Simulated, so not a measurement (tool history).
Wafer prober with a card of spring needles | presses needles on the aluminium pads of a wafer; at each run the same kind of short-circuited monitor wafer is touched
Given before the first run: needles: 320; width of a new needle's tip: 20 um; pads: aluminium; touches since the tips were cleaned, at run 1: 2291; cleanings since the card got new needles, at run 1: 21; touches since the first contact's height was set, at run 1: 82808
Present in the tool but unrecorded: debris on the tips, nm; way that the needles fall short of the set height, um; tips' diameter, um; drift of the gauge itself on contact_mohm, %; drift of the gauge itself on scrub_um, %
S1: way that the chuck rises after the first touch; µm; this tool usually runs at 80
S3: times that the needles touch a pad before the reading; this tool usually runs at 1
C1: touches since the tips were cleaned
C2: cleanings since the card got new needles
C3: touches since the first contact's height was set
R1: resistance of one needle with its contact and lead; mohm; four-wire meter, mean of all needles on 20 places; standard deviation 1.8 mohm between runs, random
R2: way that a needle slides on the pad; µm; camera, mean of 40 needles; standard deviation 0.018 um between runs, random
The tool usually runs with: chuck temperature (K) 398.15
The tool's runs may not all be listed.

{"run": 1, "day": 0.0, "S1": 80, "chuck temperature (K)": 398.15, "S3": 1, "C1": 2291, "C2": 21, "C3": 82808, "R1": 183, "R2": 10.5}
{"run": 2, "day": 0.45, "S1": 80, "chuck temperature (K)": 398.15, "S3": 1, "C1": 7013, "C2": 21, "C3": 87530, "R1": 186, "R2": 10.51}
{"day": 0.5, "done": "tips cleaned on abrasive film"}
{"run": 3, "day": 1.046, "S1": 80, "chuck temperature (K)": 398.15, "S3": 1, "C1": 5733, "C2": 22, "C3": 93772, "R1": 188, "R2": 10.49}
{"day": 1.229, "done": "tips cleaned on abrasive film"}
{"run": 4, "day": 1.467, "S1": 80, "chuck temperature (K)": 398.15, "S3": 1, "C1": 2485, "C2": 23, "C3": 98161, "R1": 184, "R2": 10.49}
{"day": 1.575, "done": "height of the first contact set anew"}
{"run": 5, "day": 1.862, "S1": 80, "chuck temperature (K)": 398.15, "S3": 1, "C1": 6531, "C2": 23, "C3": 3036, "R1": 188, "R2": 10.5}
{"day": 1.929, "done": "tips cleaned on abrasive film"}
{"run": 6, "day": 2.433, "S1": 80, "chuck temperature (K)": 398.15, "S3": 1, "C1": 5306, "C2": 24, "C3": 9018, "R1": 187, "R2": 10.47}
{"day": 2.625, "done": "tips cleaned on abrasive film"}
{"run": 7, "day": 2.8, "S1": 80, "chuck temperature (K)": 398.15, "S3": 1, "C1": 1850, "C2": 25, "C3": 12843, "R1": 183, "R2": 10.49}
{"day": 3.325, "done": "tips cleaned on abrasive film"}
{"run": 8, "day": 3.496, "S1": 80, "chuck temperature (K)": 398.15, "S3": 1, "C1": 1784, "C2": 26, "C3": 20114, "R1": 184, "R2": 10.47}
{"day": 4.021, "done": "tips cleaned on abrasive film"}
{"run": 9, "day": 4.146, "S1": 80, "chuck temperature (K)": 398.15, "S3": 1, "C1": 1349, "C2": 27, "C3": 26956, "R1": 186, "R2": 10.5}
{"run": 10, "day": 4.596, "S1": 80, "chuck temperature (K)": 398.15, "S3": 1, "C1": 6054, "C2": 27, "C3": 31661, "R1": 186, "R2": 10.52}
{"day": 4.725, "done": "tips cleaned on abrasive film"}
{"run": 11, "day": 5.196, "S1": 80, "chuck temperature (K)": 398.15, "S3": 1, "C1": 4972, "C2": 28, "C3": 37979, "R1": 185, "R2": 10.48}
{"day": 5.467, "done": "tips cleaned on abrasive film"}
{"run": 12, "day": 5.929, "S1": 80, "chuck temperature (K)": 398.15, "S3": 1, "C1": 4880, "C2": 29, "C3": 45644, "R1": 184, "R2": 10.48}
{"day": 6.171, "done": "tips cleaned on abrasive film"}
{"run": 13, "day": 6.417, "S1": 80, "chuck temperature (K)": 398.15, "S3": 1, "C1": 2568, "C2": 30, "C3": 50720, "R1": 186, "R2": 10.51}
{"day": 6.879, "done": "tips cleaned on abrasive film"}
{"run": 14, "day": 6.958, "S1": 80, "chuck temperature (K)": 398.15, "S3": 1, "C1": 850, "C2": 31, "C3": 56408, "R1": 186, "R2": 10.49}
{"run": 15, "day": 7.554, "S1": 80, "chuck temperature (K)": 398.15, "S3": 2, "C1": 7125, "C2": 31, "C3": 62683, "R1": 183, "R2": 10.5}
{"day": 7.629, "done": "tips cleaned on abrasive film"}
{"run": 16, "day": 8.071, "S1": 80, "chuck temperature (K)": 398.15, "S3": 2, "C1": 4652, "C2": 32, "C3": 68067, "R1": 185, "R2": 10.49}
{"day": 8.329, "done": "tips cleaned on abrasive film"}
{"run": 17, "day": 8.646, "S1": 80, "chuck temperature (K)": 398.15, "S3": 2, "C1": 3320, "C2": 33, "C3": 74098, "R1": 185, "R2": 10.49}
{"day": 9.058, "done": "tips cleaned on abrasive film"}
{"run": 18, "day": 9.338, "S1": 80, "chuck temperature (K)": 398.15, "S3": 2, "C1": 2958, "C2": 34, "C3": 81344, "R1": 189, "R2": 10.46}
{"day": 9.75, "done": "tips cleaned on abrasive film"}
{"run": 19, "day": 9.946, "S1": 81, "chuck temperature (K)": 398.15, "S3": 2, "C1": 2079, "C2": 35, "C3": 87711, "R1": 183, "R2": 10.62}
{"run": 20, "day": 10.292, "S1": 84, "chuck temperature (K)": 307.15, "S3": 1, "C1": 5719, "C2": 35, "C3": 91351, "R1": 164, "R2": 11.02}
{"day": 10.446, "done": "tips cleaned on abrasive film"}
{"day": 11.012, "done": "height of the first contact set anew"}
{"run": 21, "day": 11.012, "S1": 78, "chuck temperature (K)": 307.15, "S3": 2, "C1": 5840, "C2": 36, "C3": 0, "R1": 167, "R2": 10.25}
{"day": 11.162, "done": "tips cleaned on abrasive film"}
{"run": 22, "day": 11.342, "S1": 80, "chuck temperature (K)": 302.15, "S3": 1, "C1": 1854, "C2": 37, "C3": 3400, "R1": 164, "R2": 10.48}
{"run": 23, "day": 11.754, "S1": 80, "chuck temperature (K)": 302.15, "S3": 1, "C1": 6228, "C2": 37, "C3": 7774, "R1": 166, "R2": 10.48}
{"day": 11.879, "done": "tips cleaned on abrasive film"}
{"run": 24, "day": 12.438, "S1": 80, "chuck temperature (K)": 302.15, "S3": 2, "C1": 5913, "C2": 38, "C3": 14928, "R1": 164, "R2": 10.48}
{"day": 12.608, "done": "tips cleaned on abrasive film"}
{"run": 25, "day": 13.042, "S1": 80, "chuck temperature (K)": 380.15, "S3": 2, "C1": 4567, "C2": 39, "C3": 21236, "R1": 183, "R2": 10.45}
{"day": 13.3, "done": "tips cleaned on abrasive film"}
{"run": 26, "day": 13.712, "S1": 71, "chuck temperature (K)": 319.15, "S3": 1, "C1": 4351, "C2": 40, "C3": 28259, "R1": 174, "R2": 9.31}
{"day": 13.992, "done": "tips cleaned on abrasive film"}
{"run": 27, "day": 14.071, "S1": 93, "chuck temperature (K)": 332.15, "S3": 1, "C1": 821, "C2": 41, "C3": 31986, "R1": 167, "R2": 12.18}
{"day": 14.708, "done": "tips cleaned on abrasive film"}
{"run": 28, "day": 14.788, "S1": 93, "chuck temperature (K)": 332.15, "S3": 1, "C1": 818, "C2": 42, "C3": 39499, "R1": 166, "R2": 12.19}
{"run": 29, "day": 15.296, "S1": 87, "chuck temperature (K)": 325.15, "S3": 1, "C1": 6195, "C2": 42, "C3": 44876, "R1": 168, "R2": 11.42}
{"day": 15.4, "done": "tips cleaned on abrasive film"}
{"run": 30, "day": 16.004, "S1": 87, "chuck temperature (K)": 325.15, "S3": 1, "C1": 6373, "C2": 43, "C3": 52307, "R1": 166, "R2": 11.39}
{"day": 16.112, "done": "tips cleaned on abrasive film"}
{"run": 31, "day": 16.75, "S1": 87, "chuck temperature (K)": 325.15, "S3": 1, "C1": 6722, "C2": 44, "C3": 60117, "R1": 168, "R2": 11.4}
{"day": 16.804, "done": "tips cleaned on abrasive film"}
{"run": 32, "day": 17.146, "S1": 87, "chuck temperature (K)": 325.15, "S3": 1, "C1": 3630, "C2": 45, "C3": 64246, "R1": 172, "R2": 11.36}
{"day": 17.496, "done": "tips cleaned on abrasive film"}
{"run": 33, "day": 17.588, "S1": 61, "chuck temperature (K)": 301.15, "S3": 1, "C1": 969, "C2": 46, "C3": 68853, "R1": 175, "R2": 7.99}

Branching from run 33: 5 alternative next runs. What would each branch give?
{"run": "A", "day": 17.958, "S1": 85, "chuck temperature (K)": 301.15, "S3": 1, "C1": 4874, "C2": 46, "C3": 72758, "R1": "?", "R2": "?"}
{"run": "B", "day": 17.958, "S1": 61, "chuck temperature (K)": 304.15, "S3": 1, "C1": 4874, "C2": 46, "C3": 72758, "R1": "?", "R2": "?"}
{"run": "C", "day": 17.958, "S1": 71, "chuck temperature (K)": 398.15, "S3": 1, "C1": 4874, "C2": 46, "C3": 72758, "R1": "?", "R2": "?"}
{"run": "D", "day": 17.958, "S1": 62, "chuck temperature (K)": 398.15, "S3": 3, "C1": 4874, "C2": 46, "C3": 72758, "R1": "?", "R2": "?"}
{"run": "E", "day": 17.958, "S1": 79, "chuck temperature (K)": 321.15, "S3": 1, "C1": 4874, "C2": 46, "C3": 72758, "R1": "?", "R2": "?"}

run=A R1=167 R2=11.18
run=B R1=181 R2=8
run=C R1=193 R2=9.31
run=D R1=193 R2=8.15
run=E R1=171 R2=10.39
With the hidden condition removed and each run's random variation left untouched, the same runs would have given:
run=A R1=166 R2=11.18
run=B R1=179 R2=8
run=C R1=193 R2=9.31
run=D R1=193 R2=8.15
run=E R1=171 R2=10.39

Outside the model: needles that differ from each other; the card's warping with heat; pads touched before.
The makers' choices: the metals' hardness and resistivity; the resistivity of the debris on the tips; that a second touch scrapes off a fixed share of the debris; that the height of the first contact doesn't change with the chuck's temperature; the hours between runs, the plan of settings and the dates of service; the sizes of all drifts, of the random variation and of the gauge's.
